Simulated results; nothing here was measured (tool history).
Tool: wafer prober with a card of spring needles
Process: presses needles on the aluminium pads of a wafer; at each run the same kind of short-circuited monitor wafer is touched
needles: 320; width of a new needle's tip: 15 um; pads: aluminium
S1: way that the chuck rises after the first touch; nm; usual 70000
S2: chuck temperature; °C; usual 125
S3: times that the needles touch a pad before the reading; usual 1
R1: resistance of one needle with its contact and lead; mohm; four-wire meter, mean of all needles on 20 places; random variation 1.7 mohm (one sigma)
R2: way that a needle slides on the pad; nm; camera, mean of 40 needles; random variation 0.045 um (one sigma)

run   hour     S1   S2  S3   R1     R2
  1      0  70000  125   1  177  13020
  2   11.2  70000  125   1  228  13030
      14.6  -- tips cleaned on abrasive film
  3   24.2  76000  125   1  211  14150
      30.4  -- tips cleaned on abrasive film
  4   38.2  76000  125   1  207  14150
      46.4  -- tips cleaned on abrasive film
  5   49.3  76000  125   1  191  14140
      62.6  -- tips cleaned on abrasive film
  6   63.4  76000  125   1  176  14170
  7   74.1  76000  125   1  218  14080
      77.4  -- tips cleaned on abrasive film
  8   88.7  76000  125   1  220  14120
      93.5  -- tips cleaned on abrasive film
  9    101  76000   28   1  196  14070
     109.1  -- tips cleaned on abrasive film
 10  110.5  53000  125   1  201   9680
 11  119.8  53000  125   1  258   9690
     125.2  -- tips cleaned on abrasive film
     125.5  -- height of the first contact set anew
 12  128.6  70000   58   1  186  13160
       141  -- tips cleaned on abrasive film
 13    141  70000   58   1  164  13260
     156.2  -- tips cleaned on abrasive film
 14  157.1  70000  125   1  178  13160
 15    167  70000   29   1  216  13230
     171.1  -- tips cleaned on abrasive film
 16  182.8  70000   29   1  215  13180
       186  -- tips cleaned on abrasive film
 17  195.2  70000  108   1  218  13180
     201.3  -- tips cleaned on abrasive film
 18  209.4  61000   69   2  195  11430
     217.5  -- tips cleaned on abrasive film
 19  217.5  54000   37   2  158  10090
 20  229.4  70000   77   1  226  13050
     233.6  -- tips cleaned on abrasive film
 21  245.1  64000   95   3  190  11980
       249  -- tips cleaned on abrasive film
 22  262.8  64000   95   3  191  11940
     263.9  -- tips cleaned on abrasive film
 23  271.4  64000   95   3  186  12020
     279.7  -- tips cleaned on abrasive film
 24  281.2  64000   95   3  172  11820
 25  294.4  73000   54   1  220  13660
     295.6  -- tips cleaned on abrasive film
 26  304.3  53000   38   2  208   9760
     311.8  -- tips cleaned on abrasive film
 27  323.2  60000   38   2  205  11050
     327.1  -- tips cleaned on abrasive film
 28  336.3  62000   64   3  188  11360
     342.1  -- tips cleaned on abrasive film
 29  346.1  65000   64   3  174  11970
 30  355.7  55000   37   1  266  10110
     357.4  -- tips cleaned on abrasive film
 31  370.6  70000  125   2  207  12850
     373.4  -- tips cleaned on abrasive film
 32  387.1  65000  110   1  241  11890

Hidden state or all else? Some run-to-run changes of R1, split into what the settings, what came in and random variation would give without the hidden state, and what is left for the hidden state (with any gauge scatter that isn't in both results):
The hidden state here: debris on the tips, nm; way that the needles fall short of the set height, um; tips' diameter, um; drift of the gauge itself on contact_mohm, %; drift of the gauge itself on scrub_um, %.
Run 10 -> 11: no setting changed, nothing entered. R1 +57 mohm: hidden state +60, all else -3.
Run 11 -> 12: S1 53000 -> 70000, S2 125 -> 58, tips cleaned on abrasive film, height of the first contact set anew. R1 -72 mohm: hidden state -58, all else -14.
Run 19 -> 20: S1 54000 -> 70000, S2 37 -> 77, S3 2 -> 1. R1 +68 mohm: hidden state +57, all else +11.
Run 29 -> 30: S1 65000 -> 55000, S2 64 -> 37, S3 3 -> 1. R1 +92 mohm: hidden state +96, all else -4.
Run 30 -> 31: S1 55000 -> 70000, S2 37 -> 125, S3 1 -> 2, tips cleaned on abrasive film. R1 -59 mohm: hidden state -72, all else +13.

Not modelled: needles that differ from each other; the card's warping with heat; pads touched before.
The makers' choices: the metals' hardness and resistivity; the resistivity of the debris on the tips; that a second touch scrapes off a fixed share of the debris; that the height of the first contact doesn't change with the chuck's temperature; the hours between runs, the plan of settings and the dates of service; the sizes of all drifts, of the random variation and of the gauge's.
